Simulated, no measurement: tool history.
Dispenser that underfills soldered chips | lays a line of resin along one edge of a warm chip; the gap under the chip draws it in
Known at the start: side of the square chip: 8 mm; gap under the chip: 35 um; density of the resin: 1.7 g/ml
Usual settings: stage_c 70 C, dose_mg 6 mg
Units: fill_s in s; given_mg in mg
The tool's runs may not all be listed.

Run 1, day 0: usual settings. Result: fill_s 40.4 s, given_mg 5.77 mg.
At day 0.042: new syringe of resin.
Run 2, day 0.367: usual settings. Result: fill_s 42.6 s, given_mg 5.72 mg.
At day 0.425: new syringe of resin.
At day 0.8: new syringe of resin.
Run 3, day 0.908: usual settings but stage_c 75 C. Result: fill_s 29.6 s, given_mg 5.69 mg.
At day 1.179: new syringe of resin.
Run 4, day 1.417: usual settings but stage_c 72 C. Result: fill_s 35.8 s, given_mg 5.72 mg.
At day 1.538: new syringe of resin.
Run 5, day 1.729: usual settings but stage_c 85 C. Result: fill_s 20.4 s, given_mg 5.64 mg.
At day 1.892: new syringe of resin.
Run 6, day 2.071: usual settings. Result: fill_s 38.3 s, given_mg 5.63 mg.
At day 2.283: new syringe of resin.
Run 7, day 2.6: usual settings. Result: fill_s 42.4 s, given_mg 5.61 mg.
At day 2.642: new syringe of resin.
At day 3.012: new syringe of resin.
Run 8, day 3.129: usual settings. Result: fill_s 37.1 s, given_mg 5.5 mg.
At day 3.267: dispensing valve cleaned and set on the balance.
At day 3.404: new syringe of resin.
Run 9, day 3.488: usual settings but stage_c 60 C. Result: fill_s 57.4 s, given_mg 5.92 mg.
At day 3.783: new syringe of resin.
Run 10, day 3.892: usual settings but stage_c 61 C. Result: fill_s 55 s, given_mg 5.95 mg.
At day 4.146: new syringe of resin.
Run 11, day 4.308: usual settings. Result: fill_s 38 s, given_mg 5.83 mg.
At day 4.521: new syringe of resin.
Run 12, day 4.829: usual settings but stage_c 61 C, dose_mg 5.48 mg. Result: fill_s 62.7 s, given_mg 5.41 mg.
At day 4.896: new syringe of resin.
At day 5.254: new syringe of resin.
Run 13, day 5.442: usual settings but stage_c 60 C. Result: fill_s 61.4 s, given_mg 5.87 mg.
At day 5.621: new syringe of resin.
At day 5.988: new syringe of resin.
Run 14, day 5.988: usual settings but stage_c 60 C. Result: fill_s 52.8 s, given_mg 5.85 mg.
At day 6.35: new syringe of resin.
Run 15, day 6.488: usual settings but stage_c 60 C. Result: fill_s 58.4 s, given_mg 5.79 mg.
At day 6.721: new syringe of resin.
At day 7.083: new syringe of resin.
Run 16, day 7.083: usual settings but stage_c 64 C, dose_mg 6.71 mg. Result: fill_s 44.3 s, given_mg 6.51 mg.
At day 7.446: new syringe of resin.
Run 17, day 7.567: usual settings but stage_c 64 C, dose_mg 7.61 mg. Result: fill_s 47 s, given_mg 7.31 mg.
At day 7.812: new syringe of resin.
Run 18, day 7.883: usual settings but stage_c 81 C, dose_mg 6.97 mg. Result: fill_s 21.8 s, given_mg 6.61 mg.
At day 8.167: new syringe of resin.
Run 19, day 8.354: usual settings but stage_c 81 C, dose_mg 5.46 mg. Result: fill_s 24.6 s, given_mg 5.28 mg.
At day 8.517: new syringe of resin.
Run 20, day 8.846: usual settings but stage_c 55 C, dose_mg 6.05 mg. Result: fill_s 86.8 s, given_mg 5.69 mg.
At day 8.912: new syringe of resin.
Run 21, day 9.188: usual settings but stage_c 63 C, dose_mg 6.71 mg. Result: fill_s 56.2 s, given_mg 6.3 mg.
At day 9.279: new syringe of resin.
At day 9.638: new syringe of resin.
Run 22, day 9.808: usual settings but stage_c 63 C, dose_mg 6.71 mg. Result: fill_s 52.3 s, given_mg 6.29 mg.

3 ways to go on from here, each from the tool as it stands after run 22. What would each give?
At day 10.021: new syringe of resin.
At day 10.329: dispensing valve cleaned and set on the balance.
At day 10.442: new syringe of resin.
Run A, day 10.442: usual settings but stage_c 77 C, dose_mg 5.73 mg. Result: fill_s ?, given_mg ?.
At day 10.021: new syringe of resin.
At day 10.329: dispensing valve cleaned and set on the balance.
At day 10.442: new syringe of resin.
Run B, day 10.442: usual settings but stage_c 68 C. Result: fill_s ?, given_mg ?.
At day 10.021: new syringe of resin.
At day 10.329: dispensing valve cleaned and set on the balance.
At day 10.442: new syringe of resin.
Run C, day 10.442: usual settings but stage_c 65 C, dose_mg 5.13 mg. Result: fill_s ?, given_mg ?.

run  fill_s  given_mg
  A    25.4      5.76
  B    36.6      6.07
  C    44.5      5.08
Without the tool's hidden state the same runs would have given:
run  fill_s  given_mg
  A    24.5      5.75
  B    35.4      6.06
  C      43      5.08
